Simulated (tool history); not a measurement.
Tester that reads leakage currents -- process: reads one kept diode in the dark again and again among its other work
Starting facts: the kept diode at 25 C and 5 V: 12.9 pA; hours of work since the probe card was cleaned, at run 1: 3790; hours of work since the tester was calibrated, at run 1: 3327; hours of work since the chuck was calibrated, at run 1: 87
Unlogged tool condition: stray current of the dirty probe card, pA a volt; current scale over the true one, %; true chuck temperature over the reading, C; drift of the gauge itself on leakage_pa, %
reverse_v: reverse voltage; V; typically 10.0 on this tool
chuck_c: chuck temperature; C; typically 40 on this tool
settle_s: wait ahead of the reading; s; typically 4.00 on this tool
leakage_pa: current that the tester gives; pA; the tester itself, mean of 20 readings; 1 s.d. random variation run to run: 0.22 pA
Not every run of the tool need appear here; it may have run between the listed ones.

run      day  reverse_v  chuck_c  settle_s  hours of work since the probe card was cleaned  hours of work since the tester was calibrated  hours of work since the chuck was calibrated  leakage_pa
  1    0.000       10.0       40      4.00                                            3790                                           3327                                            87       76.86
  2    9.662        9.1       40      4.00                                            3895                                           3432                                           192       75.00
      18.238  -- probe card cleaned and baked
  3   18.567        9.1       40      4.00                                               4                                           3528                                           288       71.40
  4   28.125        9.1       40      4.00                                             108                                           3633                                           392       73.36
  5   33.046       10.0       40      4.00                                             162                                           3686                                           446       77.01
  6   41.367       10.0       40      4.00                                             252                                           3777                                           537       79.34
  7   50.283       10.0       40      4.00                                             350                                           3874                                           634       81.37
  8   54.592       10.0       40      4.00                                             397                                           3922                                           681       82.39
      55.504  -- chuck's temperature calibrated
  9   61.204       10.0       40      4.00                                             468                                           3993                                            62       71.43
 10   67.621        4.1       40      4.00                                             538                                           4063                                           132       47.64
 11   74.254        4.1       40      4.00                                             611                                           4135                                           205       48.50
 12   81.175       10.0       40      4.00                                             686                                           4211                                           280       75.55
 13   89.979       10.0       26      4.00                                             782                                           4307                                           376       22.72
      97.950  -- tester calibrated
 14   99.612       10.0       40      4.00                                             886                                             18                                           481       80.13
 15  105.354       10.0       40      4.00                                             949                                             81                                           543       81.44
 16  115.167       13.0       40      4.00                                            1056                                            188                                           650       95.15
     118.900  -- chuck's temperature calibrated
 17  120.429       10.0       21      4.00                                            1113                                            244                                            17       14.49
 18  126.042       10.0       40      4.00                                            1174                                            306                                            78       75.47
 19  130.996       10.0       40      4.00                                            1228                                            360                                           132       75.74
 20  139.617       10.0       22      3.81                                            1322                                            454                                           226       16.80
 21  148.533        2.5       58      0.41                                            1420                                            551                                           323      181.08
 22  158.554        7.8       29      1.51                                            1529                                            661                                           433       28.76
 23  163.675       12.5       48      1.00                                            1585                                            717                                           489      181.25
 24  172.992       12.5       47      8.11                                            1687                                            818                                           590      166.76
     181.838  -- chuck's temperature calibrated
 25  182.342        1.5       32      4.23                                            1788                                            919                                             5       14.86
 26  191.629       10.0       24      1.82                                            1889                                           1021                                           107       20.67
 27  196.808       10.0       24      1.82                                            1946                                           1077                                           163       21.08
 28  204.579       10.0       24      1.82                                            2030                                           1162                                           248       21.57
 29  212.750        2.4       24      1.82                                            2120                                           1251                                           337       10.09
 30  220.796       17.3       28      4.00                                            2207                                           1339                                           425       40.86
 31  227.725       17.3       21      8.29                                            2283                                           1415                                           501       24.30
 32  234.767        3.1       40      3.37                                            2360                                           1492                                           578       47.97
 33  241.062        3.1       40      3.37                                            2429                                           1560                                           646       49.29
     245.238  -- chuck's temperature calibrated
 34  248.892        3.1       40      3.37                                            2513                                           1645                                            40       43.06
 35  254.404        3.1       40      3.37                                            2573                                           1705                                           100       43.77
 36  261.850        3.1       40      3.37                                            2655                                           1786                                           181       44.30
 37  266.733        7.8       37      0.37                                            2708                                           1840                                           235       59.25
 38  272.767        7.8       37      0.37                                            2774                                           1906                                           301       60.32

Here are 3 independent what-if runs from the current tool condition. What would each one return?
  A  278.646        8.9       25      1.48                                            2838                                           1970                                           365           ?
  B  278.646        1.1       40      4.00                                            2838                                           1970                                           365           ?
  C  278.646        8.9       40      0.51                                            2838                                           1970                                           365           ?

run  leakage_pa
  A       23.75
  B       28.31
  C       81.56
What these runs would have given with no unlogged condition in the tool:
run  leakage_pa
  A       18.33
  B       25.65
  C       71.97
